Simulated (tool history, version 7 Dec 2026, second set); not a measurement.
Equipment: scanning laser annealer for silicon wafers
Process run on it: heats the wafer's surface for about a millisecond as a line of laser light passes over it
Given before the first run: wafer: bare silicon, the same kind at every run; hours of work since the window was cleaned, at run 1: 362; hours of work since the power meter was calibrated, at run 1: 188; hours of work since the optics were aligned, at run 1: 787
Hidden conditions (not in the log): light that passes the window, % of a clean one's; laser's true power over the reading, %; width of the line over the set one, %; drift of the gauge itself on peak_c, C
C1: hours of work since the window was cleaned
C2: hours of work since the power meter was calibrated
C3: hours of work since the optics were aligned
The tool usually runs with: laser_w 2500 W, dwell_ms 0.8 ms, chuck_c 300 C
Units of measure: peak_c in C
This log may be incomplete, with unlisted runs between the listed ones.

{"run": 1, "day": 0.0, "laser_w": 2500, "dwell_ms": 0.8, "chuck_c": 300, "C1": 362, "C2": 188, "C3": 787, "peak_c": 1047}
{"run": 2, "day": 0.583, "laser_w": 2500, "dwell_ms": 0.8, "chuck_c": 300, "C1": 371, "C2": 197, "C3": 796, "peak_c": 1047}
{"run": 3, "day": 1.354, "laser_w": 2500, "dwell_ms": 0.8, "chuck_c": 300, "C1": 384, "C2": 210, "C3": 809, "peak_c": 1050}
{"run": 4, "day": 1.829, "laser_w": 2500, "dwell_ms": 0.8, "chuck_c": 300, "C1": 391, "C2": 217, "C3": 817, "peak_c": 1047}
{"run": 5, "day": 2.662, "laser_w": 2646, "dwell_ms": 0.8, "chuck_c": 300, "C1": 405, "C2": 231, "C3": 830, "peak_c": 1093}
{"run": 6, "day": 3.175, "laser_w": 2646, "dwell_ms": 0.8, "chuck_c": 300, "C1": 413, "C2": 239, "C3": 838, "peak_c": 1097}
{"run": 7, "day": 3.796, "laser_w": 2266, "dwell_ms": 0.649, "chuck_c": 336, "C1": 423, "C2": 249, "C3": 848, "peak_c": 943}
{"run": 8, "day": 4.483, "laser_w": 2500, "dwell_ms": 0.774, "chuck_c": 323, "C1": 434, "C2": 260, "C3": 860, "peak_c": 1059}
{"run": 9, "day": 5.283, "laser_w": 2500, "dwell_ms": 0.702, "chuck_c": 304, "C1": 447, "C2": 273, "C3": 873, "peak_c": 1006}
{"run": 10, "day": 6.021, "laser_w": 2500, "dwell_ms": 0.702, "chuck_c": 304, "C1": 459, "C2": 285, "C3": 885, "peak_c": 1004}
{"run": 11, "day": 6.729, "laser_w": 2500, "dwell_ms": 0.702, "chuck_c": 304, "C1": 471, "C2": 297, "C3": 896, "peak_c": 1006}
{"run": 12, "day": 7.271, "laser_w": 2500, "dwell_ms": 0.575, "chuck_c": 274, "C1": 479, "C2": 306, "C3": 905, "peak_c": 915}

For each run, the measured value with the value that run would have given without the tool's hidden condition subtracted. The run-to-run variation is shared by both, the gauge scatter possibly not:
run=1 peak_c=-2
run=2 peak_c=-2
run=3 peak_c=-2
run=4 peak_c=-2
run=5 peak_c=-3
run=6 peak_c=-2
run=7 peak_c=-2
run=8 peak_c=-2
run=9 peak_c=-3
run=10 peak_c=-2
run=11 peak_c=-3
run=12 peak_c=-2
